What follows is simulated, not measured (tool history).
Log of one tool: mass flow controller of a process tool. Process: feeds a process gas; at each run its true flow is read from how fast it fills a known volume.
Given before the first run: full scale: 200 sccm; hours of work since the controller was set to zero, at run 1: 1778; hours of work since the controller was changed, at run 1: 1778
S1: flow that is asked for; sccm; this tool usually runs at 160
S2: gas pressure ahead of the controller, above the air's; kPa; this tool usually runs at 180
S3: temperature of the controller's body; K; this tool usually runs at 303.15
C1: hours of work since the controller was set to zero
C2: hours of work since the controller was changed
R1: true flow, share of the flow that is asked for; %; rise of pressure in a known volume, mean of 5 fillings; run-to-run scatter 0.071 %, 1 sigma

Run 1, day 0.000: usual settings; C1 1778; C2 1778. Result: R1 99.73 %.
Run 2, day 3.362: usual settings; C1 1835; C2 1835. Result: R1 99.83 %.
Run 3, day 8.900: usual settings; C1 1929; C2 1929. Result: R1 99.97 %.
Run 4, day 11.675: usual settings but S2 217 kPa; C1 1976; C2 1976. Result: R1 99.91 %.
Run 5, day 16.000: usual settings but S3 299.15 K; C1 2050; C2 2050. Result: R1 99.61 %.
Run 6, day 20.800: usual settings but S3 299.15 K; C1 2131; C2 2131. Result: R1 99.80 %.
Run 7, day 27.258: usual settings; C1 2240; C2 2240. Result: R1 100.07 %.
Run 8, day 32.992: usual settings but S2 178 kPa, S3 310.15 K; C1 2337; C2 2337. Result: R1 100.54 %.
Run 9, day 37.762: usual settings but S1 106 sccm, S2 144 kPa, S3 310.15 K; C1 2418; C2 2418. Result: R1 100.05 %.
Run 10, day 40.721: usual settings but S2 225 kPa, S3 312.15 K; C1 2468; C2 2468. Result: R1 100.95 %.
Run 11, day 46.288: usual settings but S2 225 kPa, S3 312.15 K; C1 2563; C2 2563. Result: R1 101.00 %.
Run 12, day 49.633: usual settings but S2 144 kPa, S3 307.15 K; C1 2619; C2 2619. Result: R1 100.50 %.
Run 13, day 52.817: usual settings but S2 144 kPa, S3 307.15 K; C1 2673; C2 2673. Result: R1 100.56 %.

How would selected steps in R1 from run to run divide? Give the signed amount a tool lacking its hidden state would still show from settings, what came in and random variation, and the signed amount left for the hidden state, including any gauge scatter that is not in both of the compared results.
The hidden state here: flow at rest that the sensor doesn't see, % of full scale; true flow over the shown one, %; drift of the gauge itself on true_pct, %.
Run 6 -> 7: S3 299.15 -> 303.15. R1 +0.27 %: hidden state +0.08, all else +0.19.
Run 9 -> 10: S1 106 -> 160, S2 144 -> 225, S3 310.15 -> 312.15. R1 +0.90 %: hidden state +0.04, all else +0.86.
